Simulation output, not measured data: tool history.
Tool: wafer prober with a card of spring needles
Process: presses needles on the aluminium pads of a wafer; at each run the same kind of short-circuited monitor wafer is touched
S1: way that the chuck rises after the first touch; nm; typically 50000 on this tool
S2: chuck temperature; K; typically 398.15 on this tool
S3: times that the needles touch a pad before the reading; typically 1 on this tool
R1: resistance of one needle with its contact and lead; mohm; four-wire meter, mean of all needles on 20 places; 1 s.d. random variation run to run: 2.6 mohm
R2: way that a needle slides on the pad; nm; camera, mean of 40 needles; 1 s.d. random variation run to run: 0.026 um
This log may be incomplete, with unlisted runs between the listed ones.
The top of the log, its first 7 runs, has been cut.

run	hour	S1	S2	S3	R1	R2
# hour 57.4: tips cleaned on abrasive film
8	58.8	50000	398.15	2	327	6280
# hour 64.7: tips cleaned on abrasive film
9	69	50000	398.15	2	342	6340
# hour 71.8: tips cleaned on abrasive film
# hour 79.3: tips cleaned on abrasive film
10	79.3	50000	398.15	2	307	6290
# hour 86.6: tips cleaned on abrasive film
11	90.3	50000	398.15	2	347	6320
# hour 94.1: tips cleaned on abrasive film
# hour 101.8: tips cleaned on abrasive film
12	102.8	50000	364.15	1	312	6280
# hour 109.2: tips cleaned on abrasive film
13	110.8	50000	364.15	1	327	6260
# hour 116.9: tips cleaned on abrasive film
14	118.9	50000	364.15	1	333	6250
# hour 124.4: tips cleaned on abrasive film
15	129.6	50000	364.15	1	373	6260
# hour 131.6: tips cleaned on abrasive film
# hour 139.7: tips cleaned on abrasive film
16	141.1	50000	364.15	1	327	6250

Expected results for the next run?
# hour 147.1: tips cleaned on abrasive film
17	149.6	50000	364.15	1	?	?

R1: 346 mohm
R2: 6290 nm
If the tool had no hidden condition, the same run with the same run-to-run variation would have returned R1 288 mohm, R2 6430 nm.
